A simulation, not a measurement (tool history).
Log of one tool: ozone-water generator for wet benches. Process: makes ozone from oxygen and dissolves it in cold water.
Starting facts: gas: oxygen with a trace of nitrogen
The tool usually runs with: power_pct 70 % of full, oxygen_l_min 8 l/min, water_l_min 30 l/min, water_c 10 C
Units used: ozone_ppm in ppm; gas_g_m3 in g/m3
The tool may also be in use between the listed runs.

| run | hour | power_pct | oxygen_l_min | water_l_min | water_c | ozone_ppm | gas_g_m3 |
|---|---|---|---|---|---|---|---|
| 1 | 0 | 70 | 8 | 30 | 10 | 24.5 | 182.1 |
| 2 | 34.5 | 71 | 8 | 30 | 10 | 24.5 | 186.4 |
| 3 | 94.6 | 70 | 8 | 30 | 10 | 24.2 | 183.6 |
| 4 | 139.2 | 70 | 8 | 30 | 10 | 24.1 | 184.6 |
| 5 | 205 | 70 | 8 | 30 | 10 | 23.8 | 181.9 |
| 6 | 274.3 | 70 | 8 | 30 | 10 | 24.2 | 182.1 |
| 7 | 345.7 | 70 | 8 | 30 | 10 | 24 | 183 |
| 8 | 397.3 | 70 | 4.34 | 30 | 10 | 20.6 | 234.6 |
| 9 | 435.7 | 70 | 4.34 | 30 | 10 | 20.4 | 234.5 |
| 10 | 483.1 | 70 | 5.82 | 30 | 10 | 22.3 | 208.4 |
| 11 | 545.8 | 70 | 5.82 | 30 | 10 | 22.4 | 208.9 |
| 12 | 613.8 | 47 | 8 | 30 | 10 | 17.5 | 133.6 |
| 13 | 645.9 | 47 | 8 | 30 | 5 | 18.7 | 134.6 |
| 14 | 681.9 | 70 | 8 | 30 | 10 | 23.8 | 181 |
| 15 | 739.9 | 70 | 8 | 30 | 10 | 24 | 182.1 |
| 16 | 812.7 | 70 | 8 | 30 | 10 | 23.8 | 179.6 |
| 17 | 874 | 70 | 8 | 30 | 10 | 23.8 | 180.7 |
| 18 | 925.6 | 76 | 8 | 20 | 14 | 32.8 | 193.7 |
| 19 | 963.5 | 76 | 9.72 | 24 | 14 | 28.8 | 177.7 |
| 20 | 1032 | 76 | 9.72 | 24 | 17 | 27.6 | 177.8 |
| 21 | 1066.3 | 70 | 13.45 | 30 | 11 | 24.9 | 145.7 |
| 22 | 1121.2 | 70 | 8 | 30 | 13 | 22.7 | 180.1 |
| 23 | 1168.5 | 70 | 8 | 30 | 13 | 22.7 | 181.1 |
| 24 | 1226.2 | 61 | 7.03 | 30 | 7 | 21.1 | 172 |
| 25 | 1294.5 | 70 | 8 | 30 | 11 | 23.3 | 180.1 |
| 26 | 1348.7 | 70 | 12.96 | 33 | 10 | 23.3 | 147.5 |
| 27 | 1411.6 | 99 | 8 | 19 | 10 | 44 | 233.6 |
| 28 | 1444.3 | 79 | 8 | 38 | 10 | 20.6 | 196.9 |
| 29 | 1484.7 | 79 | 8 | 38 | 10 | 20.5 | 197.3 |
| 30 | 1523.2 | 76 | 9.2 | 41 | 6 | 20.2 | 180.5 |
| 31 | 1591.8 | 70 | 8 | 23 | 6 | 30.8 | 180.2 |
| 32 | 1627.5 | 70 | 8 | 23 | 6 | 30.9 | 179.6 |
| 33 | 1672.1 | 40 | 6.85 | 36 | 11 | 12.2 | 125.2 |

For some of the steps in ozone_ppm from one run to the next: how much would appear even if the tool had no hidden state, given the settings, what came in and random variation, and how much remains for the hidden state plus any gauge scatter that the measured result and the result without hidden state don't share?
Unlogged tool condition in this case: yield of the discharge, % of new electrodes'; contactor's efficiency, % of a clean one's; true water temperature over the reading, C; drift of the gauge itself on ozone_ppm, %; drift of the gauge itself on gas_g_m3, %.
Run 26 -> 27: power_pct 70 -> 99, oxygen_l_min 12.96 -> 8, water_l_min 33 -> 19. ozone_ppm +20.7 ppm: hidden state -1, all else +21.7.
Run 27 -> 28: power_pct 99 -> 79, water_l_min 19 -> 38. ozone_ppm -23.4 ppm: hidden state +0.9, all else -24.3.
Run 32 -> 33: power_pct 70 -> 40, oxygen_l_min 8 -> 6.85, water_l_min 23 -> 36, water_c 6 -> 11. ozone_ppm -18.7 ppm: hidden state +0.8, all else -19.5.

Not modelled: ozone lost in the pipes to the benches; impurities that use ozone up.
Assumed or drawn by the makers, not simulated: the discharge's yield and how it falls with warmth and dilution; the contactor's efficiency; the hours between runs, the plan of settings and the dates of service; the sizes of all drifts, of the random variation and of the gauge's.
